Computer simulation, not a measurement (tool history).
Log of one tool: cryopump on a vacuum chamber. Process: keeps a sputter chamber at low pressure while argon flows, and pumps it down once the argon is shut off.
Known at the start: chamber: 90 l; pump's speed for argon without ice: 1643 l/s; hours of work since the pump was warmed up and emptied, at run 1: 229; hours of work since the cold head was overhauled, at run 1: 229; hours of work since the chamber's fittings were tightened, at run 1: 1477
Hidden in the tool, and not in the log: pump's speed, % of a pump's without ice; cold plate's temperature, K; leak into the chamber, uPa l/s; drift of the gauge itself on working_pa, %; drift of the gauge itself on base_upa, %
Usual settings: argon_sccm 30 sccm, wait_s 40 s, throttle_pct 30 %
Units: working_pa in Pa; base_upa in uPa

| run | day | argon_sccm | wait_s | throttle_pct | hours of work since the pump was warmed up and emptied | hours of work since the cold head was overhauled | hours of work since the chamber's fittings were tightened | working_pa | base_upa |
|---|---|---|---|---|---|---|---|---|---|
| 1 | 0 | 30 | 40 | 30 | 229 | 229 | 1477 | 0.1084 | 3.03 |
| 2 | 0.842 | 30 | 34 | 30 | 245 | 245 | 1493 | 0.1084 | 3.4 |
| 3 | 1.654 | 36 | 40 | 30 | 260 | 260 | 1508 | 0.1294 | 3.06 |
| 4 | 2.05 | 36 | 40 | 30 | 267 | 267 | 1516 | 0.1307 | 3.07 |
| 5 | 2.671 | 36 | 40 | 30 | 279 | 279 | 1527 | 0.1314 | 3.14 |
| 6 | 3.467 | 36 | 40 | 30 | 294 | 294 | 1542 | 0.1317 | 3.23 |
| 7 | 3.879 | 36 | 40 | 30 | 301 | 301 | 1550 | 0.1319 | 3.16 |
| 8 | 4.4 | 36 | 40 | 30 | 311 | 311 | 1559 | 0.1325 | 3.25 |
| 9 | 5.179 | 36 | 40 | 30 | 326 | 326 | 1574 | 0.1325 | 3.13 |
| 10 | 5.817 | 36 | 40 | 30 | 337 | 337 | 1586 | 0.1337 | 3.31 |
| 11 | 6.512 | 36 | 40 | 30 | 351 | 351 | 1599 | 0.1335 | 3.27 |
| 12 | 6.888 | 30 | 40 | 31 | 358 | 358 | 1606 | 0.1086 | 3.32 |
| 13 | 7.346 | 30 | 182 | 30 | 366 | 366 | 1615 | 0.1123 | 2.18 |
| 14 | 7.967 | 30 | 106 | 30 | 378 | 378 | 1626 | 0.1116 | 2.4 |
| 15 | 8.621 | 30 | 40 | 30 | 390 | 390 | 1638 | 0.1129 | 3.34 |
| 16 | 9.45 | 57 | 169 | 28 | 405 | 405 | 1654 | 0.2292 | 2.21 |
| 17 | 9.812 | 38 | 95 | 39 | 412 | 412 | 1661 | 0.1132 | 2.54 |
| 18 | 10.425 | 56 | 40 | 34 | 424 | 424 | 1672 | 0.1904 | 3.46 |
| 19 | 11.271 | 44 | 40 | 34 | 439 | 439 | 1688 | 0.1508 | 3.46 |
|  | 12.229 | pump warmed up, emptied and cooled again |
| 20 | 12.246 | 30 | 40 | 52 | 0 | 454 | 1702 | 0.0598 | 3 |
| 21 | 12.604 | 13 | 149 | 30 | 7 | 461 | 1709 | 0.0433 | 1.88 |
| 22 | 13.329 | 33 | 26 | 30 | 21 | 474 | 1723 | 0.1149 | 3.83 |
| 23 | 13.925 | 30 | 67 | 30 | 32 | 485 | 1734 | 0.1042 | 2.41 |
| 24 | 14.533 | 14 | 67 | 26 | 43 | 497 | 1745 | 0.0547 | 2.45 |
| 25 | 15.146 | 47 | 22 | 30 | 55 | 508 | 1756 | 0.1642 | 4.24 |
| 26 | 15.6 | 14 | 45 | 15 | 63 | 517 | 1765 | 0.0974 | 3 |
| 27 | 16.446 | 14 | 24 | 31 | 79 | 532 | 1781 | 0.0464 | 4.21 |
| 28 | 16.917 | 23 | 40 | 27 | 88 | 541 | 1790 | 0.0892 | 3.22 |
| 29 | 17.712 | 14 | 74 | 44 | 103 | 556 | 1804 | 0.034 | 2.48 |

Forecast each of these 5 alternatives for the next run:
| A | 18.579 | 14 | 294 | 20 | 119 | 572 | 1821 | ? | ? |
| B | 18.579 | 47 | 40 | 30 | 119 | 572 | 1821 | ? | ? |
| C | 18.579 | 35 | 180 | 46 | 119 | 572 | 1821 | ? | ? |
| D | 18.579 | 14 | 74 | 25 | 119 | 572 | 1821 | ? | ? |
| E | 18.579 | 13 | 74 | 24 | 119 | 572 | 1821 | ? | ? |

| run | working_pa | base_upa |
|---|---|---|
| A | 0.0736 | 1.81 |
| B | 0.1654 | 3.2 |
| C | 0.0823 | 2.03 |
| D | 0.0592 | 2.48 |
| E | 0.057 | 2.53 |
Without the tool's hidden state the same runs would have given:
| run | working_pa | base_upa |
|---|---|---|
| A | 0.0723 | 0.36 |
| B | 0.1611 | 1.71 |
| C | 0.079 | 0.53 |
| D | 0.0579 | 1.02 |
| E | 0.0558 | 1.03 |

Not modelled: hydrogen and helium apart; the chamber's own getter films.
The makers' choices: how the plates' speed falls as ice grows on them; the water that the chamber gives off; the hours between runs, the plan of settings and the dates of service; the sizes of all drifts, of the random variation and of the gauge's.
